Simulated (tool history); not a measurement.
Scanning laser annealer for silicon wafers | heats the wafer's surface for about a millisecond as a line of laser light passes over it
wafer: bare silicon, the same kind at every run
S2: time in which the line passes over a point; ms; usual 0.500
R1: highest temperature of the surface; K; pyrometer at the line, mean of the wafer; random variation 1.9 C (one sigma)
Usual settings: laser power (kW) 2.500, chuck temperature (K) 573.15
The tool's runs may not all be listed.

{"run": 1, "hour": 0.0, "laser power (kW)": 2.5, "S2": 0.5, "chuck temperature (K)": 573.15, "R1": 1337.15}
{"run": 2, "hour": 14.7, "laser power (kW)": 2.5, "S2": 0.5, "chuck temperature (K)": 607.15, "R1": 1371.15}
{"run": 3, "hour": 33.3, "laser power (kW)": 2.5, "S2": 0.5, "chuck temperature (K)": 607.15, "R1": 1370.15}
{"run": 4, "hour": 50.7, "laser power (kW)": 2.5, "S2": 0.5, "chuck temperature (K)": 573.15, "R1": 1333.15}
{"run": 5, "hour": 68.1, "laser power (kW)": 2.5, "S2": 0.5, "chuck temperature (K)": 573.15, "R1": 1331.15}
{"run": 6, "hour": 80.4, "laser power (kW)": 2.5, "S2": 0.5, "chuck temperature (K)": 573.15, "R1": 1333.15}
{"run": 7, "hour": 89.8, "laser power (kW)": 2.5, "S2": 0.5, "chuck temperature (K)": 573.15, "R1": 1327.15}
{"run": 8, "hour": 108.0, "laser power (kW)": 2.5, "S2": 0.5, "chuck temperature (K)": 573.15, "R1": 1332.15}
{"run": 9, "hour": 122.2, "laser power (kW)": 2.5, "S2": 0.5, "chuck temperature (K)": 573.15, "R1": 1329.15}
{"hour": 126.0, "done": "window over the wafer cleaned"}
{"run": 10, "hour": 136.5, "laser power (kW)": 2.5, "S2": 0.5, "chuck temperature (K)": 573.15, "R1": 1321.15}
{"run": 11, "hour": 145.7, "laser power (kW)": 2.739, "S2": 0.5, "chuck temperature (K)": 540.15, "R1": 1355.15}
{"run": 12, "hour": 154.1, "laser power (kW)": 2.739, "S2": 0.5, "chuck temperature (K)": 540.15, "R1": 1355.15}
{"run": 13, "hour": 166.0, "laser power (kW)": 2.367, "S2": 0.5, "chuck temperature (K)": 573.15, "R1": 1284.15}
{"hour": 171.0, "done": "window over the wafer cleaned, once more"}
{"run": 14, "hour": 184.0, "laser power (kW)": 2.367, "S2": 0.5, "chuck temperature (K)": 573.15, "R1": 1316.15}
{"run": 15, "hour": 202.0, "laser power (kW)": 2.331, "S2": 0.474, "chuck temperature (K)": 547.15, "R1": 1262.15}
{"run": 16, "hour": 218.2, "laser power (kW)": 2.679, "S2": 0.373, "chuck temperature (K)": 534.15, "R1": 1248.15}
{"run": 17, "hour": 232.0, "laser power (kW)": 2.679, "S2": 0.373, "chuck temperature (K)": 534.15, "R1": 1250.15}
{"run": 18, "hour": 247.8, "laser power (kW)": 2.679, "S2": 0.373, "chuck temperature (K)": 534.15, "R1": 1252.15}

5 ways to go on from here, each from the tool as it stands after run 18. What would each give?
{"run": "A", "hour": 262.9, "laser power (kW)": 2.234, "S2": 0.497, "chuck temperature (K)": 582.15, "R1": "?"}
{"run": "B", "hour": 262.9, "laser power (kW)": 2.349, "S2": 0.373, "chuck temperature (K)": 601.15, "R1": "?"}
{"run": "C", "hour": 262.9, "laser power (kW)": 2.658, "S2": 0.565, "chuck temperature (K)": 573.15, "R1": "?"}
{"run": "D", "hour": 262.9, "laser power (kW)": 2.584, "S2": 0.374, "chuck temperature (K)": 543.15, "R1": "?"}
{"run": "E", "hour": 262.9, "laser power (kW)": 2.679, "S2": 0.408, "chuck temperature (K)": 534.15, "R1": "?"}

run=A R1=1283.15
run=B R1=1235.15
run=C R1=1446.15
run=D R1=1236.15
run=E R1=1284.15
Without the tool's hidden state the same runs would have given:
run=A R1=1295.15
run=B R1=1246.15
run=C R1=1461.15
run=D R1=1248.15
run=E R1=1297.15
